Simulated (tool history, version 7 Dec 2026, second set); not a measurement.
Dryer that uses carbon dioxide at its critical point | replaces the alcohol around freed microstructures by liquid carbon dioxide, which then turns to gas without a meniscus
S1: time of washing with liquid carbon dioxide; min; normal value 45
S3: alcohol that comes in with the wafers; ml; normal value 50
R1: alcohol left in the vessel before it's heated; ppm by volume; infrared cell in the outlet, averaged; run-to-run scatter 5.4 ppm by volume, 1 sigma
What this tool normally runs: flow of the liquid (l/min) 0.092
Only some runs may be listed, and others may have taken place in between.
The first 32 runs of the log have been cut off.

{"run": 33, "hour": 233.4, "S1": 47, "flow of the liquid (l/min)": 0.1356, "S3": 23, "R1": 39}
{"run": 34, "hour": 238.5, "S1": 34, "flow of the liquid (l/min)": 0.1356, "S3": 23, "R1": 104}
{"run": 35, "hour": 243.4, "S1": 34, "flow of the liquid (l/min)": 0.1356, "S3": 23, "R1": 95}
{"run": 36, "hour": 252.4, "S1": 66, "flow of the liquid (l/min)": 0.0814, "S3": 23, "R1": 55}
{"run": 37, "hour": 257.9, "S1": 45, "flow of the liquid (l/min)": 0.1188, "S3": 73, "R1": 108}
{"run": 38, "hour": 266.0, "S1": 35, "flow of the liquid (l/min)": 0.0554, "S3": 63, "R1": 7548}
{"run": 39, "hour": 271.6, "S1": 45, "flow of the liquid (l/min)": 0.0748, "S3": 115, "R1": 1743}
{"run": 40, "hour": 277.4, "S1": 32, "flow of the liquid (l/min)": 0.114, "S3": 25, "R1": 293}
{"run": 41, "hour": 286.7, "S1": 31, "flow of the liquid (l/min)": 0.092, "S3": 50, "R1": 1628}
{"run": 42, "hour": 294.5, "S1": 47, "flow of the liquid (l/min)": 0.1377, "S3": 22, "R1": 48}
{"run": 43, "hour": 302.6, "S1": 31, "flow of the liquid (l/min)": 0.092, "S3": 100, "R1": 3326}
{"run": 44, "hour": 309.3, "S1": 44, "flow of the liquid (l/min)": 0.061, "S3": 50, "R1": 2033}
{"run": 45, "hour": 317.8, "S1": 44, "flow of the liquid (l/min)": 0.061, "S3": 50, "R1": 2037}
{"run": 46, "hour": 327.5, "S1": 67, "flow of the liquid (l/min)": 0.0651, "S3": 99, "R1": 400}
{"run": 47, "hour": 337.9, "S1": 30, "flow of the liquid (l/min)": 0.0751, "S3": 49, "R1": 3895}

Each row is a separate what-if for the run after 47, all from the same tool condition, not one after another. Results?
{"run": "A", "hour": 346.7, "S1": 37, "flow of the liquid (l/min)": 0.0787, "S3": 21, "R1": "?"}
{"run": "B", "hour": 346.7, "S1": 28, "flow of the liquid (l/min)": 0.0554, "S3": 21, "R1": "?"}
{"run": "C", "hour": 346.7, "S1": 34, "flow of the liquid (l/min)": 0.0768, "S3": 73, "R1": "?"}

run=A R1=693
run=B R1=4430
run=C R1=3438
Stripped of hidden state, with their random variation kept, the same runs would have yielded:
run=A R1=385
run=B R1=3297
run=C R1=2110
